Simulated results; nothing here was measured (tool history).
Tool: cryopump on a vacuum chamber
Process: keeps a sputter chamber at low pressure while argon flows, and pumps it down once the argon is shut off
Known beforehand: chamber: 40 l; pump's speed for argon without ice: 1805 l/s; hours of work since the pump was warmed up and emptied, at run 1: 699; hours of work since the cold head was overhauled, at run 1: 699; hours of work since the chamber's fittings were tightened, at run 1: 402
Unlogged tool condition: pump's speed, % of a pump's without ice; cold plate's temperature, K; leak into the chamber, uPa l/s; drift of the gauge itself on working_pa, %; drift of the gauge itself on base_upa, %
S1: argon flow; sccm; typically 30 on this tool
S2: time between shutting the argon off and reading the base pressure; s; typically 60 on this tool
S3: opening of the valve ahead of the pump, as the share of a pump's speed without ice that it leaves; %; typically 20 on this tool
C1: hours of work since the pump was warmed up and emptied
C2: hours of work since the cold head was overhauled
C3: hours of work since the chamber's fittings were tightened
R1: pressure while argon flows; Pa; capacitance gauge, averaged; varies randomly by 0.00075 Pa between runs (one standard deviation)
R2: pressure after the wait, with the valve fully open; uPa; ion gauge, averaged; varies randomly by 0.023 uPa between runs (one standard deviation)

Run 1, hour 0: usual settings; C1 699; C2 699; C3 402. Result: R1 0.1464 Pa, R2 1.11 uPa.
Run 2, hour 52.8: usual settings; C1 723; C2 723; C3 426. Result: R1 0.1484 Pa, R2 1.1 uPa.
Run 3, hour 132.4: usual settings; C1 759; C2 759; C3 462. Result: R1 0.1486 Pa, R2 1.19 uPa.
Run 4, hour 198.3: usual settings; C1 789; C2 789; C3 492. Result: R1 0.1485 Pa, R2 1.21 uPa.
Run 5, hour 240.6: usual settings but S3 31 %; C1 808; C2 808; C3 511. Result: R1 0.0986 Pa, R2 1.22 uPa.
Run 6, hour 317.8: usual settings but S3 31 %; C1 842; C2 842; C3 546. Result: R1 0.1 Pa, R2 1.26 uPa.
Run 7, hour 391.7: usual settings but S3 31 %; C1 876; C2 876; C3 579. Result: R1 0.099 Pa, R2 1.34 uPa.
Run 8, hour 470.3: usual settings but S3 31 %; C1 911; C2 911; C3 615. Result: R1 0.1005 Pa, R2 1.37 uPa.
Run 9, hour 560.4: usual settings but S3 31 %; C1 952; C2 952; C3 656. Result: R1 0.0999 Pa, R2 1.39 uPa.

Run 10 has not been measured yet. What should we expect?
Run 10, hour 606.2: usual settings; C1 973; C2 973; C3 676. Result: R1 ?, R2 ?.

{"run 10": {"R1": 0.1511, "R2": 1.47}}
Were there no unlogged condition in the tool, this run, its random variation unchanged, would have produced R1 0.1405 Pa, R2 0.76 uPa.
